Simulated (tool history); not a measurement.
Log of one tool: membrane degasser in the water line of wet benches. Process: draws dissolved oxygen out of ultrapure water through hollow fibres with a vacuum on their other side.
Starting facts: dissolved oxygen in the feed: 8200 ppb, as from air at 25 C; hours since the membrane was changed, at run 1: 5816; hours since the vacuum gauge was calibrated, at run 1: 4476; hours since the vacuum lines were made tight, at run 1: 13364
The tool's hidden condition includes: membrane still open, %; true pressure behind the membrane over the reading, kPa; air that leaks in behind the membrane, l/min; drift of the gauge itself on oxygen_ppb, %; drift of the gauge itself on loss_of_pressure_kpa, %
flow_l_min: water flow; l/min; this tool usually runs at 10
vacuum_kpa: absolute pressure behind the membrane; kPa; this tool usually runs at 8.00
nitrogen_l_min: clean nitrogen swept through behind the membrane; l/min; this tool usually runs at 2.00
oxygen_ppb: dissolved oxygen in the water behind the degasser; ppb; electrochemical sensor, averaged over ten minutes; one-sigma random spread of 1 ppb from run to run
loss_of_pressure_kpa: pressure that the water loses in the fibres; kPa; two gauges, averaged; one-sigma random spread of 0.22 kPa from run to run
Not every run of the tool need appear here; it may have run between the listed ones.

run    hour  flow_l_min  vacuum_kpa  nitrogen_l_min  hours since the membrane was changed  hours since the vacuum gauge was calibrated  hours since the vacuum lines were made tight  oxygen_ppb  loss_of_pressure_kpa
  1     0.0          10        8.00            2.00                                  5816                                         4476                                         13364       100.0                 53.85
      145.7  -- vacuum gauge calibrated
  2   182.8          10        8.00            3.18                                  5998                                           37                                         13547        78.1                 53.99
  3   381.5          10        8.00            2.00                                  6197                                          236                                         13745        99.6                 54.42
  4   595.8          10        8.00            2.00                                  6411                                          450                                         13960        97.5                 54.56
  5   779.9          10        8.00            2.00                                  6595                                          634                                         14144        99.7                 54.26
  6   923.0          10        8.00            2.00                                  6738                                          777                                         14287        98.6                 54.47
  7  1098.6          10       10.54            2.00                                  6914                                          953                                         14462       129.1                 54.66
     1211.0  -- seals of the vacuum lines changed
  8  1275.3          10        8.00            1.34                                  7088                                         1128                                            64       125.5                 54.32
  9  1493.2           7       14.72            0.98                                  7306                                         1346                                           282       199.0                 38.09
 10  1702.1          11        8.00            2.00                                  7515                                         1554                                           491       126.5                 59.88
 11  1890.6           9        8.64            2.00                                  7704                                         1743                                           680        83.7                 48.93
 12  2069.9           9       10.94            2.17                                  7883                                         1922                                           859       102.5                 48.90
 13  2161.3           9        6.13            3.55                                  7974                                         2014                                           950        42.7                 48.99

Across each entry between runs, compare the hidden state at the last listed run before it with the hidden state at the first listed run after it:
Runs 1 to 2: vacuum gauge calibrated (hour 145.7)
  drift of the gauge itself on loss_of_pressure_kpa, %: 0 -> 0.09
  measured minus no-state result, loss_of_pressure_kpa: +0.02 -> +0.07 kPa
Runs 7 to 8: seals of the vacuum lines changed (hour 1211.0)
  air that leaks in behind the membrane, l/min: 0.0025 -> 0.002; drift of the gauge itself on loss_of_pressure_kpa, %: 0.53 -> 0.62
  measured minus no-state result, loss_of_pressure_kpa: +0.31 -> +0.36 kPa
